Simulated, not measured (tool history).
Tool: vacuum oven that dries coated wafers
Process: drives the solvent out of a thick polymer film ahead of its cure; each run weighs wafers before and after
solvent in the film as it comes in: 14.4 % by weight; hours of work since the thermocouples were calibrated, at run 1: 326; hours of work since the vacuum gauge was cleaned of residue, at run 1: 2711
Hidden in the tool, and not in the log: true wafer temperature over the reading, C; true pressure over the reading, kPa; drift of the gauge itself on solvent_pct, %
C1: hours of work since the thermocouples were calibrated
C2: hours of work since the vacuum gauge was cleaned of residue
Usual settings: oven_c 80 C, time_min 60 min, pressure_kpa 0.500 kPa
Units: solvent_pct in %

{"run": 1, "hour": 0.0, "oven_c": 80, "time_min": 60, "pressure_kpa": 0.5, "C1": 326, "C2": 2711, "solvent_pct": 1.49}
{"run": 2, "hour": 108.8, "oven_c": 80, "time_min": 60, "pressure_kpa": 0.5, "C1": 403, "C2": 2787, "solvent_pct": 1.48}
{"hour": 190.1, "done": "vacuum gauge cleaned of residue and calibrated"}
{"run": 3, "hour": 208.0, "oven_c": 80, "time_min": 60, "pressure_kpa": 0.5, "C1": 471, "C2": 13, "solvent_pct": 1.21}
{"run": 4, "hour": 288.1, "oven_c": 80, "time_min": 60, "pressure_kpa": 0.5, "C1": 527, "C2": 69, "solvent_pct": 1.35}
{"run": 5, "hour": 372.9, "oven_c": 65, "time_min": 60, "pressure_kpa": 0.5, "C1": 587, "C2": 128, "solvent_pct": 5.32}
{"run": 6, "hour": 485.0, "oven_c": 65, "time_min": 60, "pressure_kpa": 0.263, "C1": 666, "C2": 207, "solvent_pct": 5.24}
{"run": 7, "hour": 548.6, "oven_c": 80, "time_min": 60, "pressure_kpa": 0.5, "C1": 710, "C2": 251, "solvent_pct": 1.38}
{"run": 8, "hour": 674.7, "oven_c": 80, "time_min": 60, "pressure_kpa": 0.5, "C1": 799, "C2": 340, "solvent_pct": 1.38}
{"run": 9, "hour": 771.9, "oven_c": 80, "time_min": 60, "pressure_kpa": 0.5, "C1": 867, "C2": 408, "solvent_pct": 1.39}
{"run": 10, "hour": 881.4, "oven_c": 80, "time_min": 60, "pressure_kpa": 0.5, "C1": 944, "C2": 485, "solvent_pct": 1.48}
{"run": 11, "hour": 959.5, "oven_c": 75, "time_min": 60, "pressure_kpa": 0.5, "C1": 998, "C2": 540, "solvent_pct": 2.59}
{"hour": 967.3, "done": "oven's thermocouples calibrated"}
{"run": 12, "hour": 1071.8, "oven_c": 75, "time_min": 60, "pressure_kpa": 0.5, "C1": 73, "C2": 617, "solvent_pct": 2.13}
{"run": 13, "hour": 1160.4, "oven_c": 69, "time_min": 60, "pressure_kpa": 0.5, "C1": 135, "C2": 679, "solvent_pct": 3.77}
{"run": 14, "hour": 1228.3, "oven_c": 69, "time_min": 60, "pressure_kpa": 0.5, "C1": 183, "C2": 727, "solvent_pct": 3.84}
{"run": 15, "hour": 1354.0, "oven_c": 69, "time_min": 60, "pressure_kpa": 0.5, "C1": 271, "C2": 815, "solvent_pct": 4.02}
{"run": 16, "hour": 1470.0, "oven_c": 69, "time_min": 60, "pressure_kpa": 0.5, "C1": 353, "C2": 896, "solvent_pct": 3.9}
{"run": 17, "hour": 1578.4, "oven_c": 69, "time_min": 60, "pressure_kpa": 0.5, "C1": 429, "C2": 972, "solvent_pct": 4.08}
{"run": 18, "hour": 1683.6, "oven_c": 80, "time_min": 92, "pressure_kpa": 0.5, "C1": 502, "C2": 1046, "solvent_pct": 0.56}
{"run": 19, "hour": 1773.9, "oven_c": 80, "time_min": 60, "pressure_kpa": 0.5, "C1": 566, "C2": 1110, "solvent_pct": 1.35}
{"run": 20, "hour": 1831.9, "oven_c": 80, "time_min": 60, "pressure_kpa": 0.5, "C1": 606, "C2": 1150, "solvent_pct": 1.36}
{"run": 21, "hour": 1938.6, "oven_c": 80, "time_min": 60, "pressure_kpa": 0.5, "C1": 681, "C2": 1225, "solvent_pct": 1.27}
{"run": 22, "hour": 2040.5, "oven_c": 80, "time_min": 60, "pressure_kpa": 0.5, "C1": 753, "C2": 1297, "solvent_pct": 1.41}
{"run": 23, "hour": 2137.1, "oven_c": 80, "time_min": 60, "pressure_kpa": 0.5, "C1": 821, "C2": 1364, "solvent_pct": 1.43}
{"run": 24, "hour": 2243.9, "oven_c": 72, "time_min": 50, "pressure_kpa": 0.5, "C1": 896, "C2": 1439, "solvent_pct": 4.02}
{"run": 25, "hour": 2364.7, "oven_c": 93, "time_min": 71, "pressure_kpa": 1.575, "C1": 980, "C2": 1524, "solvent_pct": 0.72}
{"hour": 2397.4, "done": "oven's thermocouples calibrated"}
{"run": 26, "hour": 2451.2, "oven_c": 93, "time_min": 71, "pressure_kpa": 1.575, "C1": 38, "C2": 1583, "solvent_pct": 0.74}
{"run": 27, "hour": 2521.1, "oven_c": 70, "time_min": 71, "pressure_kpa": 1.575, "C1": 87, "C2": 1632, "solvent_pct": 3.98}
{"run": 28, "hour": 2636.4, "oven_c": 70, "time_min": 71, "pressure_kpa": 1.575, "C1": 168, "C2": 1713, "solvent_pct": 4.04}
{"run": 29, "hour": 2693.2, "oven_c": 69, "time_min": 49, "pressure_kpa": 0.403, "C1": 207, "C2": 1753, "solvent_pct": 4.93}
{"run": 30, "hour": 2804.7, "oven_c": 88, "time_min": 91, "pressure_kpa": 0.403, "C1": 286, "C2": 1831, "solvent_pct": 0.31}
{"run": 31, "hour": 2879.9, "oven_c": 93, "time_min": 87, "pressure_kpa": 0.5, "C1": 339, "C2": 1884, "solvent_pct": 0.3}
{"run": 32, "hour": 3006.4, "oven_c": 93, "time_min": 87, "pressure_kpa": 0.5, "C1": 427, "C2": 1973, "solvent_pct": 0.4}
{"run": 33, "hour": 3105.4, "oven_c": 93, "time_min": 87, "pressure_kpa": 0.5, "C1": 497, "C2": 2042, "solvent_pct": 0.27}
{"run": 34, "hour": 3174.5, "oven_c": 93, "time_min": 87, "pressure_kpa": 0.5, "C1": 545, "C2": 2091, "solvent_pct": 0.32}
{"run": 35, "hour": 3291.3, "oven_c": 74, "time_min": 46, "pressure_kpa": 0.46, "C1": 627, "C2": 2173, "solvent_pct": 3.88}
{"run": 36, "hour": 3373.8, "oven_c": 74, "time_min": 46, "pressure_kpa": 0.46, "C1": 685, "C2": 2230, "solvent_pct": 4.01}
{"run": 37, "hour": 3489.7, "oven_c": 80, "time_min": 54, "pressure_kpa": 0.404, "C1": 766, "C2": 2312, "solvent_pct": 1.79}
{"run": 38, "hour": 3585.2, "oven_c": 66, "time_min": 35, "pressure_kpa": 0.5, "C1": 833, "C2": 2379, "solvent_pct": 7.53}
{"run": 39, "hour": 3706.5, "oven_c": 66, "time_min": 35, "pressure_kpa": 0.5, "C1": 918, "C2": 2464, "solvent_pct": 7.46}
{"run": 40, "hour": 3768.8, "oven_c": 80, "time_min": 60, "pressure_kpa": 0.778, "C1": 962, "C2": 2508, "solvent_pct": 1.8}
{"hour": 3834.4, "done": "oven's thermocouples calibrated"}
{"run": 41, "hour": 3885.0, "oven_c": 78, "time_min": 60, "pressure_kpa": 0.315, "C1": 36, "C2": 2588, "solvent_pct": 1.5}
{"run": 42, "hour": 4012.7, "oven_c": 78, "time_min": 60, "pressure_kpa": 0.315, "C1": 125, "C2": 2677, "solvent_pct": 1.73}
{"run": 43, "hour": 4083.8, "oven_c": 80, "time_min": 88, "pressure_kpa": 0.363, "C1": 175, "C2": 2727, "solvent_pct": 0.81}
{"run": 44, "hour": 4170.4, "oven_c": 65, "time_min": 76, "pressure_kpa": 0.97, "C1": 236, "C2": 2788, "solvent_pct": 5.05}
{"run": 45, "hour": 4228.1, "oven_c": 78, "time_min": 60, "pressure_kpa": 0.5, "C1": 276, "C2": 2828, "solvent_pct": 1.87}
{"hour": 4244.4, "done": "vacuum gauge cleaned of residue and calibrated"}
{"run": 46, "hour": 4301.7, "oven_c": 78, "time_min": 34, "pressure_kpa": 1.085, "C1": 327, "C2": 40, "solvent_pct": 3.81}

3 ways to go on from here, each from the tool as it stands after run 46. What would each give?
{"run": "A", "hour": 4412.6, "oven_c": 76, "time_min": 34, "pressure_kpa": 0.595, "C1": 405, "C2": 118, "solvent_pct": "?"}
{"run": "B", "hour": 4412.6, "oven_c": 85, "time_min": 60, "pressure_kpa": 0.286, "C1": 405, "C2": 118, "solvent_pct": "?"}
{"run": "C", "hour": 4412.6, "oven_c": 82, "time_min": 60, "pressure_kpa": 0.824, "C1": 405, "C2": 118, "solvent_pct": "?"}

run=A solvent_pct=4.14
run=B solvent_pct=0.50
run=C solvent_pct=1.15
Without the tool's hidden state the same runs would have given:
run=A solvent_pct=4.03
run=B solvent_pct=0.46
run=C solvent_pct=1.09

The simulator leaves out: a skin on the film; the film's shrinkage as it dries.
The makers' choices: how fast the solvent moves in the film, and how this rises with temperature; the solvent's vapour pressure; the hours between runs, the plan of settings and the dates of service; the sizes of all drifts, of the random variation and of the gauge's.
